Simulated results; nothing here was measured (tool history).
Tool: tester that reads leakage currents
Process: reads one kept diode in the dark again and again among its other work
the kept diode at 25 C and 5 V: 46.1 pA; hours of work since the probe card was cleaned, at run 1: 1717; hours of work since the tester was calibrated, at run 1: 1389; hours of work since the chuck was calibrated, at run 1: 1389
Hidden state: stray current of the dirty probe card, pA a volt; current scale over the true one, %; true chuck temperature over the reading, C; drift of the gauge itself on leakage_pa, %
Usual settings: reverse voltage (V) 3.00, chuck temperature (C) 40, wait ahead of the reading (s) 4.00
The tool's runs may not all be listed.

| run | day | reverse voltage (V) | chuck temperature (C) | wait ahead of the reading (s) | hours of work since the probe card was cleaned | hours of work since the tester was calibrated | hours of work since the chuck was calibrated | current that the tester gives (pA) |
|---|---|---|---|---|---|---|---|---|
| 1 | 0.000 | 3.00 | 40 | 4.00 | 1717 | 1389 | 1389 | 126.31 |
| 2 | 2.608 | 1.45 | 40 | 4.00 | 1755 | 1428 | 1428 | 96.81 |
| 3 | 5.221 | 3.00 | 40 | 4.00 | 1794 | 1466 | 1466 | 126.26 |
| 4 | 6.417 | 3.00 | 36 | 4.00 | 1812 | 1484 | 1484 | 93.55 |
| 5 | 8.971 | 3.00 | 36 | 4.00 | 1850 | 1522 | 1522 | 92.94 |
| 6 | 10.508 | 3.00 | 36 | 4.00 | 1872 | 1545 | 1545 | 92.98 |
| 7 | 12.921 | 3.00 | 40 | 1.19 | 1908 | 1580 | 1580 | 125.85 |
| 8 | 14.696 | 3.00 | 40 | 1.19 | 1934 | 1607 | 1607 | 124.63 |
| 9 | 16.083 | 1.89 | 40 | 4.00 | 1955 | 1627 | 1627 | 106.38 |
|  | 16.442 | probe card cleaned and baked |
| 10 | 18.492 | 3.00 | 39 | 4.00 | 30 | 1661 | 1661 | 120.29 |
| 11 | 20.367 | 3.00 | 50 | 4.00 | 58 | 1689 | 1689 | 266.66 |
|  | 21.721 | probe card cleaned and baked, once more |
| 12 | 22.804 | 3.00 | 50 | 4.00 | 16 | 1723 | 1723 | 255.65 |
| 13 | 23.958 | 3.06 | 25 | 0.40 | 33 | 1740 | 1740 | 35.39 |
| 14 | 25.629 | 19.93 | 40 | 1.42 | 58 | 1765 | 1765 | 223.67 |
| 15 | 28.388 | 3.00 | 30 | 1.74 | 99 | 1806 | 1806 | 52.04 |
| 16 | 29.900 | 3.00 | 30 | 1.74 | 121 | 1828 | 1828 | 52.21 |
| 17 | 32.579 | 3.00 | 30 | 3.89 | 161 | 1868 | 1868 | 51.46 |
| 18 | 34.512 | 2.58 | 52 | 6.80 | 190 | 1897 | 1897 | 278.26 |
| 19 | 36.288 | 8.77 | 20 | 6.98 | 216 | 1923 | 1923 | 32.67 |
| 20 | 38.492 | 8.77 | 20 | 6.98 | 249 | 1956 | 1956 | 32.88 |

Forecast each of these 5 alternatives for the next run:
| A | 40.504 | 2.44 | 24 | 5.56 | 279 | 1986 | 1986 | ? |
| B | 40.504 | 1.59 | 21 | 4.00 | 279 | 1986 | 1986 | ? |
| C | 40.504 | 3.00 | 40 | 2.60 | 279 | 1986 | 1986 | ? |
| D | 40.504 | 7.42 | 57 | 6.98 | 279 | 1986 | 1986 | ? |
| E | 40.504 | 4.54 | 57 | 7.23 | 279 | 1986 | 1986 | ? |

| run | current that the tester gives (pA) |
|---|---|
| A | 29.08 |
| B | 19.20 |
| C | 117.11 |
| D | 564.85 |
| E | 479.38 |
Without the tool's hidden state the same runs would have given:
| run | current that the tester gives (pA) |
|---|---|
| A | 33.52 |
| B | 22.23 |
| C | 135.38 |
| D | 646.27 |
| E | 549.10 |

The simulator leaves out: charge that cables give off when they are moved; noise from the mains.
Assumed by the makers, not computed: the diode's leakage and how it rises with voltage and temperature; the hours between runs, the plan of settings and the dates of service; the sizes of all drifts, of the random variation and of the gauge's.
